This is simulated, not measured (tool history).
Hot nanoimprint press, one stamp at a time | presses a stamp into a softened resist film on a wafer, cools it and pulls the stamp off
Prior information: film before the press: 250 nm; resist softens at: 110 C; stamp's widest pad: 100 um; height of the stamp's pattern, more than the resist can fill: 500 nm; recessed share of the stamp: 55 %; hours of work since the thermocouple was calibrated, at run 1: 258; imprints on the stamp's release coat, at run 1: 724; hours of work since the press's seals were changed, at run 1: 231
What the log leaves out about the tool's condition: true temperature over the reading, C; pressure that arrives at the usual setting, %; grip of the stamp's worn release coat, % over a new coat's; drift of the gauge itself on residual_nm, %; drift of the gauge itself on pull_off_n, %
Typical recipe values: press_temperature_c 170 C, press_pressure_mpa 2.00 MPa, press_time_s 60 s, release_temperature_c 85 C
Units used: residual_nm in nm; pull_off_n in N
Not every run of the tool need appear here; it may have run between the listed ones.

run    day  press_temperature_c  press_pressure_mpa  press_time_s  release_temperature_c  hours of work since the thermocouple was calibrated  imprints on the stamp's release coat  hours of work since the press's seals were changed  residual_nm  pull_off_n
  1  0.000                  170                2.00            60                     85                                                  258                                   724                                                 231        124.9         134
  2  0.333                  170                2.00            60                     85                                                  263                                   746                                                 236        124.6         137
  3  0.775                  170                2.00            60                     85                                                  270                                   775                                                 243        125.2         136
  4  1.200                  169                2.00            60                     85                                                  277                                   803                                                 250        128.7         134
  5  1.538                  169                2.00            60                     85                                                  282                                   825                                                 255        128.5         139
  6  1.912                  169                2.00            60                     85                                                  288                                   850                                                 261        129.1         142
  7  2.625                  170                1.89            60                     85                                                  300                                   897                                                 273        127.0         133
  8  3.258                  170                1.89            60                     85                                                  310                                   939                                                 282        126.6         135
  9  3.967                  169                1.27            38                     73                                                  321                                   985                                                 294        171.9         156
 10  4.483                  169                2.43            38                     71                                                  329                                  1020                                                 302        139.9         160
 11  5.088                  166                2.00            44                     85                                                  338                                  1059                                                 311        155.9         138
 12  5.792                  159                1.38            60                     77                                                  350                                  1106                                                 322        191.9         149
 13  6.421                  170                1.66            91                     78                                                  359                                  1147                                                 332        113.2         149
 14  7.000                  170                1.66            91                     78                                                  369                                  1186                                                 341        113.1         149
 15  7.629                  170                2.00           116                     85                                                  378                                  1227                                                 351         94.7         143
 16  8.121                  170                1.70            60                     85                                                  386                                  1260                                                 359        131.1         139

The logged runs with the hidden state left out (each run's random variation unchanged):
run  residual_nm
  1        124.9
  2        124.7
  3        125.4
  4        129.0
  5        128.9
  6        129.5
  7        127.6
  8        127.3
  9        173.1
 10        141.0
 11        157.3
 12        193.9
 13        114.5
 14        114.5
 15         95.9
 16        133.0
pull_off_n without the hidden state stays within 1 N of what was measured, in all runs.
